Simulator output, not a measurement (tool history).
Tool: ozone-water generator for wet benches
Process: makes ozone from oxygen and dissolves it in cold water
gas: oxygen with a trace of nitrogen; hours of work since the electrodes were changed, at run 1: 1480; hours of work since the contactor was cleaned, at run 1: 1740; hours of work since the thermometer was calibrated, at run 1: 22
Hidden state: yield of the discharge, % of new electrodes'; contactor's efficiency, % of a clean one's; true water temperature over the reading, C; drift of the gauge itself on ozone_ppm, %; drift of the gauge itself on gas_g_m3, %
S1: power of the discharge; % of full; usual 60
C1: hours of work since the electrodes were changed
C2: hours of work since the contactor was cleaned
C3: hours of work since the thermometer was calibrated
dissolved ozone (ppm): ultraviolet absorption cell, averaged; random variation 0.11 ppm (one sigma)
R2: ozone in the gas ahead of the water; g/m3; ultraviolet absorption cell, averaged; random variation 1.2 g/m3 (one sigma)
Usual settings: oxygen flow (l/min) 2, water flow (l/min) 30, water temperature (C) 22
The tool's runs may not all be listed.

{"run": 1, "hour": 0.0, "S1": 60, "oxygen flow (l/min)": 2, "water flow (l/min)": 30, "water temperature (C)": 22, "C1": 1480, "C2": 1740, "C3": 22, "dissolved ozone (ppm)": 8.9, "R2": 209.5}
{"run": 2, "hour": 211.1, "S1": 60, "oxygen flow (l/min)": 2, "water flow (l/min)": 30, "water temperature (C)": 22, "C1": 1672, "C2": 1932, "C3": 214, "dissolved ozone (ppm)": 8.7, "R2": 209.6}
{"run": 3, "hour": 324.3, "S1": 60, "oxygen flow (l/min)": 2, "water flow (l/min)": 30, "water temperature (C)": 22, "C1": 1775, "C2": 2034, "C3": 317, "dissolved ozone (ppm)": 8.8, "R2": 209.7}
{"run": 4, "hour": 439.9, "S1": 60, "oxygen flow (l/min)": 2, "water flow (l/min)": 30, "water temperature (C)": 22, "C1": 1880, "C2": 2139, "C3": 422, "dissolved ozone (ppm)": 8.6, "R2": 209.9}
{"run": 5, "hour": 627.6, "S1": 60, "oxygen flow (l/min)": 2, "water flow (l/min)": 30, "water temperature (C)": 22, "C1": 2050, "C2": 2310, "C3": 592, "dissolved ozone (ppm)": 8.5, "R2": 209.9}
{"run": 6, "hour": 816.3, "S1": 60, "oxygen flow (l/min)": 2, "water flow (l/min)": 30, "water temperature (C)": 22, "C1": 2222, "C2": 2481, "C3": 763, "dissolved ozone (ppm)": 8.8, "R2": 208.8}
{"run": 7, "hour": 957.4, "S1": 93, "oxygen flow (l/min)": 2, "water flow (l/min)": 30, "water temperature (C)": 22, "C1": 2350, "C2": 2609, "C3": 892, "dissolved ozone (ppm)": 11.3, "R2": 276.7}
{"run": 8, "hour": 1047.9, "S1": 93, "oxygen flow (l/min)": 2, "water flow (l/min)": 30, "water temperature (C)": 22, "C1": 2432, "C2": 2692, "C3": 974, "dissolved ozone (ppm)": 11.3, "R2": 280}
{"run": 9, "hour": 1139.4, "S1": 60, "oxygen flow (l/min)": 1.28, "water flow (l/min)": 30, "water temperature (C)": 22, "C1": 2515, "C2": 2775, "C3": 1057, "dissolved ozone (ppm)": 6.9, "R2": 246.4}
{"run": 10, "hour": 1252.3, "S1": 60, "oxygen flow (l/min)": 2, "water flow (l/min)": 30, "water temperature (C)": 22, "C1": 2618, "C2": 2877, "C3": 1159, "dissolved ozone (ppm)": 8.5, "R2": 206.3}
{"run": 11, "hour": 1454.5, "S1": 60, "oxygen flow (l/min)": 2, "water flow (l/min)": 30, "water temperature (C)": 15, "C1": 2801, "C2": 3061, "C3": 1343, "dissolved ozone (ppm)": 8.8, "R2": 207.3}
{"run": 12, "hour": 1657.5, "S1": 60, "oxygen flow (l/min)": 2, "water flow (l/min)": 30, "water temperature (C)": 15, "C1": 2986, "C2": 3245, "C3": 1527, "dissolved ozone (ppm)": 8.7, "R2": 207.9}
{"run": 13, "hour": 1865.3, "S1": 60, "oxygen flow (l/min)": 2, "water flow (l/min)": 30, "water temperature (C)": 22, "C1": 3174, "C2": 3434, "C3": 1716, "dissolved ozone (ppm)": 8.4, "R2": 206.6}
{"run": 14, "hour": 1968.8, "S1": 60, "oxygen flow (l/min)": 2, "water flow (l/min)": 30, "water temperature (C)": 22, "C1": 3268, "C2": 3528, "C3": 1810, "dissolved ozone (ppm)": 8.2, "R2": 206.8}
{"run": 15, "hour": 2125.3, "S1": 60, "oxygen flow (l/min)": 2, "water flow (l/min)": 30, "water temperature (C)": 22, "C1": 3411, "C2": 3670, "C3": 1952, "dissolved ozone (ppm)": 8.5, "R2": 206.9}
{"run": 16, "hour": 2279.0, "S1": 60, "oxygen flow (l/min)": 2, "water flow (l/min)": 30, "water temperature (C)": 22, "C1": 3550, "C2": 3810, "C3": 2092, "dissolved ozone (ppm)": 8.2, "R2": 204.8}
{"run": 17, "hour": 2446.7, "S1": 60, "oxygen flow (l/min)": 2, "water flow (l/min)": 30, "water temperature (C)": 22, "C1": 3702, "C2": 3962, "C3": 2244, "dissolved ozone (ppm)": 8.3, "R2": 205.1}
{"run": 18, "hour": 2602.7, "S1": 49, "oxygen flow (l/min)": 2, "water flow (l/min)": 30, "water temperature (C)": 19, "C1": 3844, "C2": 4104, "C3": 2386, "dissolved ozone (ppm)": 7.3, "R2": 181.9}
{"run": 19, "hour": 2754.8, "S1": 49, "oxygen flow (l/min)": 2, "water flow (l/min)": 30, "water temperature (C)": 19, "C1": 3982, "C2": 4242, "C3": 2524, "dissolved ozone (ppm)": 7.5, "R2": 180.5}
{"run": 20, "hour": 2883.2, "S1": 49, "oxygen flow (l/min)": 2, "water flow (l/min)": 23, "water temperature (C)": 29, "C1": 4099, "C2": 4358, "C3": 2641, "dissolved ozone (ppm)": 8.9, "R2": 177.7}
{"run": 21, "hour": 3072.2, "S1": 77, "oxygen flow (l/min)": 2, "water flow (l/min)": 47, "water temperature (C)": 22, "C1": 4270, "C2": 4530, "C3": 2812, "dissolved ozone (ppm)": 6, "R2": 237.6}
{"hour": 3091.2, "done": "contactor cleaned"}
{"run": 22, "hour": 3222.7, "S1": 48, "oxygen flow (l/min)": 2, "water flow (l/min)": 30, "water temperature (C)": 20, "C1": 4404, "C2": 119, "C3": 2945, "dissolved ozone (ppm)": 7.1, "R2": 176.4}
{"run": 23, "hour": 3385.4, "S1": 68, "oxygen flow (l/min)": 1.69, "water flow (l/min)": 36, "water temperature (C)": 27, "C1": 4551, "C2": 267, "C3": 3093, "dissolved ozone (ppm)": 6.4, "R2": 234.9}
{"run": 24, "hour": 3573.3, "S1": 68, "oxygen flow (l/min)": 1.69, "water flow (l/min)": 36, "water temperature (C)": 25, "C1": 4722, "C2": 438, "C3": 3264, "dissolved ozone (ppm)": 6.4, "R2": 233.1}
{"hour": 3660.7, "done": "water thermometer calibrated"}
{"run": 25, "hour": 3712.1, "S1": 68, "oxygen flow (l/min)": 1.69, "water flow (l/min)": 23, "water temperature (C)": 25, "C1": 4848, "C2": 563, "C3": 47, "dissolved ozone (ppm)": 10, "R2": 231.3}
{"run": 26, "hour": 3870.6, "S1": 41, "oxygen flow (l/min)": 1.27, "water flow (l/min)": 30, "water temperature (C)": 22, "C1": 4992, "C2": 707, "C3": 191, "dissolved ozone (ppm)": 5, "R2": 190.2}
{"hour": 3927.4, "done": "contactor cleaned, once more"}
{"run": 27, "hour": 4057.3, "S1": 99, "oxygen flow (l/min)": 2.78, "water flow (l/min)": 35, "water temperature (C)": 18, "C1": 5157, "C2": 118, "C3": 357, "dissolved ozone (ppm)": 11.5, "R2": 243.1}
{"run": 28, "hour": 4242.1, "S1": 99, "oxygen flow (l/min)": 2.78, "water flow (l/min)": 35, "water temperature (C)": 18, "C1": 5325, "C2": 286, "C3": 524, "dissolved ozone (ppm)": 11.6, "R2": 244.2}
{"run": 29, "hour": 4430.9, "S1": 52, "oxygen flow (l/min)": 1.63, "water flow (l/min)": 44, "water temperature (C)": 14, "C1": 5497, "C2": 457, "C3": 696, "dissolved ozone (ppm)": 4.6, "R2": 198}
{"run": 30, "hour": 4575.5, "S1": 46, "oxygen flow (l/min)": 2, "water flow (l/min)": 25, "water temperature (C)": 22, "C1": 5628, "C2": 589, "C3": 827, "dissolved ozone (ppm)": 8.3, "R2": 169}
{"run": 31, "hour": 4786.5, "S1": 79, "oxygen flow (l/min)": 2.73, "water flow (l/min)": 19, "water temperature (C)": 22, "C1": 5820, "C2": 780, "C3": 1019, "dissolved ozone (ppm)": 16.2, "R2": 210.2}
{"run": 32, "hour": 4891.6, "S1": 79, "oxygen flow (l/min)": 1.87, "water flow (l/min)": 21, "water temperature (C)": 22, "C1": 5915, "C2": 876, "C3": 1114, "dissolved ozone (ppm)": 13.3, "R2": 239.5}

5 ways to go on from here, each from the tool as it stands after run 32. What would each give?
{"run": "A", "hour": 5061.7, "S1": 51, "oxygen flow (l/min)": 2, "water flow (l/min)": 34, "water temperature (C)": 18, "C1": 6070, "C2": 1030, "C3": 1269, "dissolved ozone (ppm)": "?", "R2": "?"}
{"run": "B", "hour": 5061.7, "S1": 79, "oxygen flow (l/min)": 1.56, "water flow (l/min)": 35, "water temperature (C)": 22, "C1": 6070, "C2": 1030, "C3": 1269, "dissolved ozone (ppm)": "?", "R2": "?"}
{"run": "C", "hour": 5061.7, "S1": 42, "oxygen flow (l/min)": 2, "water flow (l/min)": 37, "water temperature (C)": 21, "C1": 6070, "C2": 1030, "C3": 1269, "dissolved ozone (ppm)": "?", "R2": "?"}
{"run": "D", "hour": 5061.7, "S1": 79, "oxygen flow (l/min)": 1.87, "water flow (l/min)": 19, "water temperature (C)": 15, "C1": 6070, "C2": 1030, "C3": 1269, "dissolved ozone (ppm)": "?", "R2": "?"}
{"run": "E", "hour": 5061.7, "S1": 79, "oxygen flow (l/min)": 1.87, "water flow (l/min)": 23, "water temperature (C)": 22, "C1": 6070, "C2": 1030, "C3": 1269, "dissolved ozone (ppm)": "?", "R2": "?"}

run=A dissolved_ozone_(ppm)=6.7 R2=177.7
run=B dissolved_ozone_(ppm)=7.6 R2=259.2
run=C dissolved_ozone_(ppm)=5.2 R2=159.2
run=D dissolved_ozone_(ppm)=15 R2=240.4
run=E dissolved_ozone_(ppm)=12.1 R2=243.1
Without the tool's hidden state the same runs would have given:
run=A dissolved_ozone_(ppm)=7.3 R2=190.6
run=B dissolved_ozone_(ppm)=8.4 R2=284.9
run=C dissolved_ozone_(ppm)=5.6 R2=168.9
run=D dissolved_ozone_(ppm)=16.6 R2=264.3
run=E dissolved_ozone_(ppm)=13.4 R2=267.2

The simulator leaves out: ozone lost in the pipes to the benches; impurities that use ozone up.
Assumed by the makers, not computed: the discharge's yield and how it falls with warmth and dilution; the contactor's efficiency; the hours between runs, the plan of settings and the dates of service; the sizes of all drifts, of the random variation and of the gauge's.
